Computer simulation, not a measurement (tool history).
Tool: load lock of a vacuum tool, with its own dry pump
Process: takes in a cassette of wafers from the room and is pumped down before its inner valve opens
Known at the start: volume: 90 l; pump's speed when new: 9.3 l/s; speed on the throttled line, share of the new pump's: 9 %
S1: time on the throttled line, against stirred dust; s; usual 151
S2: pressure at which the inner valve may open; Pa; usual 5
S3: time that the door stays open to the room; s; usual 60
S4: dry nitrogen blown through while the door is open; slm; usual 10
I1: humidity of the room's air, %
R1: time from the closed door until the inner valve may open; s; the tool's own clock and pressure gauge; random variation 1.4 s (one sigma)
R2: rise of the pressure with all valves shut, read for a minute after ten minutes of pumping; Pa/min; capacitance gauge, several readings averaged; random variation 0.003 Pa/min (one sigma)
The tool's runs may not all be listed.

run 1 hour=0.0 | S1=151 S2=5 S3=60 S4=10 | I1=43.0 | R1=246.0 R2=0.050
run 2 hour=103.0 | S1=151 S2=5 S3=60 S4=10 | I1=46.5 | R1=247.4 R2=0.055
run 3 hour=179.3 | S1=151 S2=5 S3=60 S4=10 | I1=38.6 | R1=247.3 R2=0.047
run 4 hour=289.3 | S1=151 S2=5 S3=60 S4=10 | I1=46.1 | R1=248.0 R2=0.056
run 5 hour=366.5 | S1=151 S2=5 S3=60 S4=10 | I1=45.8 | R1=249.1 R2=0.059
run 6 hour=476.5 | S1=89 S2=5 S3=60 S4=10 | I1=44.3 | R1=192.9 R2=0.053

Forecast run 7:
run 7 hour=555.5 | S1=89 S2=5 S3=60 S4=10 | I1=44.2 | R1=? R2=?

{"run 7": {"R1": 192.6, "R2": 0.061}}
Without the tool's hidden state the same run would have given R1 178.1 s, R2 0.048 Pa/min.
